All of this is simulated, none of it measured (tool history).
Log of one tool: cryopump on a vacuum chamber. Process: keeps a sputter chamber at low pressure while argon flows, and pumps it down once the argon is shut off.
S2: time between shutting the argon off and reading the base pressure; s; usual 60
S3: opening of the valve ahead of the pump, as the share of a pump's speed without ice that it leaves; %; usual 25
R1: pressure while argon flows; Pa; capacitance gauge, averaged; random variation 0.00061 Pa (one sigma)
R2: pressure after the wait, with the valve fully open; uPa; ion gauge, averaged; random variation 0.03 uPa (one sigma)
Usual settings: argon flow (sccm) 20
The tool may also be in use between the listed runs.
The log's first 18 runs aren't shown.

Run 19, day 20.075: usual settings but argon flow (sccm) 12, S2 262 s, S3 57 %. Result: R1 0.0249 Pa, R2 2.51 uPa.
Run 20, day 21.708: usual settings but argon flow (sccm) 15, S2 34 s, S3 39 %. Result: R1 0.0448 Pa, R2 4.65 uPa.
Run 21, day 23.15: usual settings but S3 21 %. Result: R1 0.1068 Pa, R2 3.74 uPa.
Run 22, day 24.708: usual settings but argon flow (sccm) 30, S2 57 s, S3 32 %. Result: R1 0.1082 Pa, R2 3.99 uPa.
Run 23, day 26.425: usual settings but argon flow (sccm) 10, S2 100 s, S3 28 %. Result: R1 0.0409 Pa, R2 3.41 uPa.
Run 24, day 27.979: usual settings but argon flow (sccm) 10, S2 100 s, S3 28 %. Result: R1 0.041 Pa, R2 3.47 uPa.
Run 25, day 28.838: usual settings but argon flow (sccm) 10, S2 100 s, S3 28 %. Result: R1 0.0409 Pa, R2 3.54 uPa.
Run 26, day 29.658: usual settings but argon flow (sccm) 13. Result: R1 0.06 Pa, R2 4.12 uPa.
Run 27, day 31.067: usual settings but argon flow (sccm) 27, S2 21 s. Result: R1 0.1235 Pa, R2 6.57 uPa.
Run 28, day 32.575: usual settings but S2 44 s, S3 23 %. Result: R1 0.1001 Pa, R2 4.74 uPa.
Run 29, day 33.767: usual settings but argon flow (sccm) 11. Result: R1 0.052 Pa, R2 4.43 uPa.
At day 35.183: leaking fittings of the chamber tightened, without venting.
Run 30, day 35.354: usual settings but argon flow (sccm) 14, S2 20 s. Result: R1 0.0648 Pa, R2 4.08 uPa.
Run 31, day 36.342: usual settings but argon flow (sccm) 33, S2 95 s, S3 43 %. Result: R1 0.0947 Pa, R2 1.17 uPa.
Run 32, day 37.517: usual settings but argon flow (sccm) 33, S2 77 s, S3 24 %. Result: R1 0.1602 Pa, R2 1.41 uPa.
Run 33, day 38.979: usual settings but argon flow (sccm) 33, S2 68 s, S3 24 %. Result: R1 0.1611 Pa, R2 1.61 uPa.

3 ways to go on from here, each from the tool as it stands after run 33. What would each give?
Run A, day 40.317: usual settings but S2 68 s, S3 19 %. Result: R1 ?, R2 ?.
Run B, day 40.317: usual settings but argon flow (sccm) 9, S2 36 s. Result: R1 ?, R2 ?.
Run C, day 40.317: usual settings but argon flow (sccm) 26, S2 52 s, S3 47 %. Result: R1 ?, R2 ?.

run      R1    R2
  A  0.1217  1.69
  B  0.0421  2.71
  C  0.0702  2.05
Without the tool's hidden state the same runs would have given:
run      R1    R2
  A  0.1134  1.32
  B  0.0384  2.34
  C  0.0595  1.68
